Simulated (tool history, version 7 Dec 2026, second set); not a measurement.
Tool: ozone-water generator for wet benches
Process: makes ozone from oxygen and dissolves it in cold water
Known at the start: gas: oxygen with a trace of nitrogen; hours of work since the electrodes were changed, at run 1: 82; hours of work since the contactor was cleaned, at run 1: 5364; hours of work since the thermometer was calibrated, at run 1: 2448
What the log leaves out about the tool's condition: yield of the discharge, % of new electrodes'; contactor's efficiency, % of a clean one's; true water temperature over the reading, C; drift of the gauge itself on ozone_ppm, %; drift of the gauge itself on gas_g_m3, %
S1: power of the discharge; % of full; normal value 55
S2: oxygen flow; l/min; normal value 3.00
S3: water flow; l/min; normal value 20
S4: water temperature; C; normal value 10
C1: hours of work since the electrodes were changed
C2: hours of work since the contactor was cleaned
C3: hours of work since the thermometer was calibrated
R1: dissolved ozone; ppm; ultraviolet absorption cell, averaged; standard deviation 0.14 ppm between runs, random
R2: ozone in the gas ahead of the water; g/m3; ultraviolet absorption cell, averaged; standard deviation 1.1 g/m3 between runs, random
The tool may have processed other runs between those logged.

| run | hour | S1 | S2 | S3 | S4 | C1 | C2 | C3 | R1 | R2 |
|---|---|---|---|---|---|---|---|---|---|---|
| 1 | 0.0 | 55 | 3.00 | 20 | 10 | 82 | 5364 | 2448 | 15.2 | 188.1 |
| 2 | 16.7 | 55 | 3.00 | 20 | 10 | 98 | 5380 | 2464 | 15.4 | 187.7 |
| 3 | 37.1 | 55 | 3.00 | 20 | 10 | 118 | 5400 | 2484 | 15.4 | 190.7 |
|  | 61.4 | contactor cleaned |
| 4 | 68.4 | 55 | 3.00 | 20 | 10 | 145 | 7 | 2510 | 15.4 | 190.8 |
| 5 | 97.6 | 55 | 3.00 | 20 | 10 | 173 | 35 | 2539 | 15.4 | 189.0 |
| 6 | 127.8 | 55 | 3.00 | 20 | 10 | 203 | 65 | 2568 | 15.4 | 190.3 |
| 7 | 159.4 | 55 | 3.00 | 20 | 10 | 233 | 95 | 2599 | 15.1 | 188.9 |
| 8 | 180.4 | 55 | 3.00 | 20 | 10 | 254 | 116 | 2619 | 15.3 | 189.1 |
| 9 | 198.9 | 55 | 3.00 | 20 | 10 | 272 | 134 | 2637 | 15.3 | 190.9 |
| 10 | 219.7 | 55 | 3.00 | 20 | 10 | 292 | 154 | 2658 | 15.6 | 191.3 |
| 11 | 241.4 | 55 | 3.00 | 20 | 10 | 313 | 175 | 2679 | 15.4 | 190.8 |
| 12 | 256.5 | 55 | 3.00 | 20 | 10 | 328 | 190 | 2694 | 15.4 | 187.5 |
| 13 | 283.6 | 48 | 3.00 | 20 | 10 | 355 | 217 | 2720 | 14.3 | 172.9 |
| 14 | 299.0 | 48 | 3.00 | 20 | 10 | 370 | 232 | 2735 | 14.0 | 173.9 |
|  | 319.8 | water thermometer calibrated |
| 15 | 319.8 | 48 | 3.00 | 20 | 10 | 389 | 251 | 0 | 14.1 | 173.1 |
| 16 | 343.3 | 48 | 3.00 | 20 | 10 | 412 | 274 | 23 | 14.3 | 172.3 |
| 17 | 363.5 | 48 | 3.00 | 20 | 10 | 432 | 294 | 43 | 14.2 | 174.8 |
| 18 | 380.0 | 48 | 3.00 | 20 | 10 | 448 | 310 | 59 | 14.3 | 173.9 |
| 19 | 412.5 | 67 | 3.37 | 23 | 14 | 480 | 342 | 90 | 15.0 | 203.0 |

Run 20, settings as shown, results not yet in. Your forecast:
| 20 | 430.6 | 67 | 3.37 | 23 | 14 | 497 | 359 | 108 | ? | ? |

Logged for run 20: R1 15.2 ppm, R2 204.9 g/m3.
If the tool had no hidden condition, the same run with the same run-to-run variation would have returned R1 15.2 ppm, R2 204.9 g/m3.
